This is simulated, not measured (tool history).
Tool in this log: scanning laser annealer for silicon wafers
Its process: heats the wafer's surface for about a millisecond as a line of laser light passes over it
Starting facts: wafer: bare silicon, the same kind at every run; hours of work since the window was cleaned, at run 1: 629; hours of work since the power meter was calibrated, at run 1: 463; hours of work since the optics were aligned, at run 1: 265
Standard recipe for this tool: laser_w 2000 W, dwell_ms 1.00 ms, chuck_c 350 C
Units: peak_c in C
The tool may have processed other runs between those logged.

run	day	laser_w	dwell_ms	chuck_c	hours of work since the window was cleaned	hours of work since the power meter was calibrated	hours of work since the optics were aligned	peak_c
1	0.000	2000	1.00	350	629	463	265	1121
2	1.542	2000	1.00	341	646	480	281	1110
3	3.717	2000	1.00	341	669	503	304	1107
4	4.842	2000	1.00	341	680	514	316	1109
5	5.883	2000	1.00	341	691	525	327	1108
6	7.812	2000	1.00	341	712	546	347	1106
7	9.504	2000	1.00	341	730	564	365	1109
8	11.333	1754	1.00	350	749	583	384	1033
9	12.379	1754	1.00	350	760	594	395	1028
10	13.617	1754	1.00	350	773	607	408	1028
# day 14.762: window over the wafer cleaned
11	14.821	1754	0.86	350	1	619	420	988
12	15.871	1754	0.86	333	12	630	431	969
13	17.592	2000	1.00	350	30	648	449	1121
14	19.129	2000	1.19	350	46	664	465	1183
15	21.146	2023	1.00	350	67	685	487	1124
16	22.221	2023	1.00	350	79	697	498	1127
17	23.454	2023	1.00	350	92	710	511	1127
18	24.600	2023	1.00	350	104	722	523	1129
19	26.242	2000	1.00	350	121	739	540	1120
20	27.433	2000	1.00	350	134	752	553	1115
21	29.600	2000	1.00	350	156	774	576	1120
22	31.875	2072	1.00	334	180	798	600	1127
23	33.133	1850	1.16	330	194	812	613	1094
24	34.958	2134	1.10	354	213	831	632	1209
25	36.875	2000	1.00	356	233	851	652	1125
26	38.983	1872	0.73	386	255	873	675	1009
27	40.825	2083	0.72	386	275	893	694	1072
28	42.829	2083	0.72	386	296	914	715	1073
29	44.333	2000	1.00	353	312	930	731	1124
# day 44.750: optics aligned, line set to its width
30	46.525	2000	1.00	353	333	951	19	1119
31	47.812	2000	1.00	353	346	964	32	1122
32	49.812	2000	1.00	353	367	985	53	1123
33	51.229	2000	1.00	319	382	1000	68	1090
34	52.912	2196	0.85	340	400	1018	86	1115
35	55.112	2102	1.14	320	423	1041	109	1174
36	57.321	2102	1.14	331	446	1064	132	1185
37	58.454	2102	1.14	331	458	1076	144	1187
38	59.858	2102	1.14	331	473	1091	159	1183
39	61.488	1906	0.88	350	490	1108	176	1041
40	62.767	1787	1.06	377	504	1122	190	1092
41	64.529	1815	0.71	379	522	1140	208	980

Here are 3 independent what-if runs from the current tool condition. What would each one return?
A	66.662	1815	1.00	314	545	1163	231	?
B	66.662	1967	0.71	379	545	1163	231	?
C	66.662	2033	1.22	379	545	1163	231	?

run	peak_c
A	1015
B	1027
C	1233
Without the tool's hidden state the same runs would have given:
run	peak_c
A	1016
B	1027
C	1234
